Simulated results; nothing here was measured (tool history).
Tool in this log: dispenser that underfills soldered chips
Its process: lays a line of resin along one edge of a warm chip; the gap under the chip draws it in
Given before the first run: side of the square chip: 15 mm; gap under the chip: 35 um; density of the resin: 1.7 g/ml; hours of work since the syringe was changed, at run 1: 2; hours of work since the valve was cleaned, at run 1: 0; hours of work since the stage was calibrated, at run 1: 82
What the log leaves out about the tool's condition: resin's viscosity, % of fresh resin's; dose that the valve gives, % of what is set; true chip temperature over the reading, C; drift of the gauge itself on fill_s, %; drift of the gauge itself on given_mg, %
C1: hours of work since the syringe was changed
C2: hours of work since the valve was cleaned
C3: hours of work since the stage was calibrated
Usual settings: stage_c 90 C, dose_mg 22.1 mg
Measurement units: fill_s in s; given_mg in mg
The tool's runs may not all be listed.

run 1 day=0.000 | stage_c=90 dose_mg=22.1 | C1=2 C2=0 C3=82 | fill_s=128.0 given_mg=22.16
run 2 day=0.129 | stage_c=97 dose_mg=22.1 | C1=5 C2=2 C3=84 | fill_s=114.5 given_mg=22.10
-- day=0.167 new syringe of resin
run 3 day=0.312 | stage_c=97 dose_mg=22.1 | C1=3 C2=6 C3=87 | fill_s=106.0 given_mg=22.28
-- day=0.471 new syringe of resin
run 4 day=0.546 | stage_c=76 dose_mg=22.1 | C1=1 C2=10 C3=92 | fill_s=191.7 given_mg=21.97
run 5 day=0.708 | stage_c=76 dose_mg=22.1 | C1=4 C2=13 C3=95 | fill_s=214.2 given_mg=21.98
-- day=0.775 new syringe of resin
run 6 day=0.908 | stage_c=90 dose_mg=22.1 | C1=3 C2=17 C3=98 | fill_s=127.2 given_mg=22.05
-- day=1.067 new syringe of resin
run 7 day=1.104 | stage_c=90 dose_mg=22.1 | C1=1 C2=20 C3=102 | fill_s=121.2 given_mg=22.09
-- day=1.371 new syringe of resin
run 8 day=1.371 | stage_c=99 dose_mg=22.1 | C1=0 C2=25 C3=106 | fill_s=91.1 given_mg=21.97
run 9 day=1.571 | stage_c=99 dose_mg=22.1 | C1=4 C2=29 C3=110 | fill_s=105.8 given_mg=21.92
-- day=1.675 new syringe of resin
run 10 day=1.792 | stage_c=99 dose_mg=22.1 | C1=2 C2=32 C3=114 | fill_s=99.8 given_mg=21.92
-- day=1.983 new syringe of resin
run 11 day=2.029 | stage_c=99 dose_mg=22.1 | C1=1 C2=37 C3=118 | fill_s=93.0 given_mg=21.91
run 12 day=2.217 | stage_c=99 dose_mg=22.1 | C1=4 C2=40 C3=122 | fill_s=107.2 given_mg=21.75
-- day=2.288 new syringe of resin
run 13 day=2.446 | stage_c=79 dose_mg=22.1 | C1=3 C2=44 C3=126 | fill_s=183.2 given_mg=21.68
-- day=2.583 new syringe of resin
run 14 day=2.717 | stage_c=79 dose_mg=22.1 | C1=3 C2=49 C3=131 | fill_s=189.7 given_mg=21.73
-- day=2.875 new syringe of resin
run 15 day=2.896 | stage_c=90 dose_mg=22.1 | C1=0 C2=52 C3=134 | fill_s=118.7 given_mg=21.80
-- day=3.138 dispensing valve cleaned and set on the balance
-- day=3.212 new syringe of resin
run 16 day=3.212 | stage_c=90 dose_mg=22.1 | C1=0 C2=1 C3=139 | fill_s=118.3 given_mg=22.05
run 17 day=3.475 | stage_c=90 dose_mg=20.1 | C1=5 C2=6 C3=144 | fill_s=142.9 given_mg=19.84
-- day=3.512 new syringe of resin
run 18 day=3.600 | stage_c=90 dose_mg=20.1 | C1=2 C2=8 C3=146 | fill_s=129.0 given_mg=19.83
run 19 day=3.767 | stage_c=100 dose_mg=22.2 | C1=5 C2=11 C3=149 | fill_s=106.3 given_mg=22.08
-- day=3.817 new syringe of resin
run 20 day=4.008 | stage_c=100 dose_mg=22.2 | C1=4 C2=16 C3=154 | fill_s=100.7 given_mg=22.06
-- day=4.112 new syringe of resin
run 21 day=4.212 | stage_c=83 dose_mg=28.2 | C1=2 C2=19 C3=157 | fill_s=154.3 given_mg=27.83

The next listed run, before its measurement:
run 22 day=4.329 | stage_c=82 dose_mg=19.1 | C1=4 C2=22 C3=160 | fill_s=? given_mg=?

{"run 22": {"fill_s": 181.5, "given_mg": 19.01}}
With no hidden state in the tool, this same run would have given fill_s 153.2 s, given_mg 19.18 mg.

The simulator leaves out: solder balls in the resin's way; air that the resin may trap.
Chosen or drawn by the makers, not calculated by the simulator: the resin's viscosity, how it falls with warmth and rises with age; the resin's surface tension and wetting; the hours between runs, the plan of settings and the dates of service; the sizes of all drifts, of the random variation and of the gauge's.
